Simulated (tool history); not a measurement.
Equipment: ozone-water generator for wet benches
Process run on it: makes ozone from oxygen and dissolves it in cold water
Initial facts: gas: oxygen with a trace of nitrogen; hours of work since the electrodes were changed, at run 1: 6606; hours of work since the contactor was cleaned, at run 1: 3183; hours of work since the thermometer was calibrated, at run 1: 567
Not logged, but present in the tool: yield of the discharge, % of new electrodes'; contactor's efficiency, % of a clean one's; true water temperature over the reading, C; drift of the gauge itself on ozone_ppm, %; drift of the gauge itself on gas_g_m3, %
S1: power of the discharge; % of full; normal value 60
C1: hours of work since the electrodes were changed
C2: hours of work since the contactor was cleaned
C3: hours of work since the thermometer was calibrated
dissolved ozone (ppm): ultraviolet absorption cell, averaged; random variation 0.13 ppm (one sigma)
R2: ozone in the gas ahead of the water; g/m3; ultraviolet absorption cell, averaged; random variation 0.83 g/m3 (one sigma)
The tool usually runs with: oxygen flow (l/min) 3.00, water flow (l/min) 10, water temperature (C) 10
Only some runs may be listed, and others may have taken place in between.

Run 1, hour 0.0: usual settings; C1 6606; C2 3183; C3 567. Result: dissolved ozone (ppm) 12.5, R2 114.5 g/m3.
Run 2, hour 98.8: usual settings; C1 6697; C2 3274; C3 659. Result: dissolved ozone (ppm) 12.3, R2 113.5 g/m3.
Run 3, hour 197.0: usual settings; C1 6789; C2 3366; C3 750. Result: dissolved ozone (ppm) 12.4, R2 114.4 g/m3.
Run 4, hour 318.5: usual settings; C1 6901; C2 3478; C3 863. Result: dissolved ozone (ppm) 12.2, R2 112.9 g/m3.
Run 5, hour 440.5: usual settings; C1 7014; C2 3591; C3 976. Result: dissolved ozone (ppm) 12.5, R2 112.8 g/m3.
Run 6, hour 648.5: usual settings; C1 7207; C2 3784; C3 1169. Result: dissolved ozone (ppm) 12.0, R2 111.8 g/m3.
Run 7, hour 774.2: usual settings; C1 7324; C2 3901; C3 1285. Result: dissolved ozone (ppm) 12.1, R2 112.0 g/m3.
Run 8, hour 879.3: usual settings but water temperature (C) 5; C1 7421; C2 3998; C3 1383. Result: dissolved ozone (ppm) 13.0, R2 110.7 g/m3.
Run 9, hour 965.4: usual settings; C1 7501; C2 4078; C3 1463. Result: dissolved ozone (ppm) 12.2, R2 111.9 g/m3.
Run 10, hour 1078.6: usual settings; C1 7606; C2 4183; C3 1567. Result: dissolved ozone (ppm) 12.0, R2 111.8 g/m3.
Run 11, hour 1280.8: usual settings but water flow (l/min) 15; C1 7794; C2 4370; C3 1755. Result: dissolved ozone (ppm) 7.9, R2 110.0 g/m3.
Run 12, hour 1425.1: usual settings but S1 61 % of full, oxygen flow (l/min) 3.48, water flow (l/min) 7, water temperature (C) 13; C1 7927; C2 4504; C3 1889. Result: dissolved ozone (ppm) 15.2, R2 101.6 g/m3.
Run 13, hour 1525.9: usual settings but S1 40 % of full, oxygen flow (l/min) 1.84; C1 8021; C2 4598; C3 1982. Result: dissolved ozone (ppm) 8.8, R2 112.1 g/m3.
Run 14, hour 1703.0: usual settings but S1 41 % of full, oxygen flow (l/min) 4.74, water flow (l/min) 6, water temperature (C) 8; C1 8185; C2 4762; C3 2147. Result: dissolved ozone (ppm) 13.0, R2 63.7 g/m3.
Run 15, hour 1839.3: usual settings but S1 43 % of full, oxygen flow (l/min) 2.22, water temperature (C) 5; C1 8311; C2 4888; C3 2273. Result: dissolved ozone (ppm) 9.7, R2 104.3 g/m3.
At hour 1972.7: contactor cleaned.
Run 16, hour 2021.5: usual settings but S1 43 % of full, oxygen flow (l/min) 1.81, water flow (l/min) 15, water temperature (C) 5; C1 8477; C2 45; C3 2438. Result: dissolved ozone (ppm) 6.3, R2 116.8 g/m3.
Run 17, hour 2124.7: usual settings but S1 50 % of full, oxygen flow (l/min) 5.31, water flow (l/min) 7, water temperature (C) 15; C1 8572; C2 141; C3 2534. Result: dissolved ozone (ppm) 11.8, R2 66.1 g/m3.
Run 18, hour 2249.3: usual settings but water flow (l/min) 6, water temperature (C) 7; C1 8688; C2 256; C3 2649. Result: dissolved ozone (ppm) 19.4, R2 106.1 g/m3.
Run 19, hour 2365.1: usual settings but S1 97 % of full; C1 8795; C2 364; C3 2757. Result: dissolved ozone (ppm) 17.0, R2 150.0 g/m3.
Run 20, hour 2499.0: usual settings but S1 54 % of full, water flow (l/min) 9; C1 8919; C2 488; C3 2881. Result: dissolved ozone (ppm) 12.4, R2 99.7 g/m3.

Entry by entry between the runs, the difference in hidden state between the last listed run before and the first listed run after:
Logged between run 15 and run 16: contactor cleaned (hour 1972.7)
  yield of the discharge, % of new electrodes': 79.2 -> 78.8; contactor's efficiency, % of a clean one's: 92.7 -> 99.5
  measured value less the no-hidden-state value, dissolved ozone (ppm): -2.0 -> -1.0; R2: -16.2 -> -18.6 g/m3
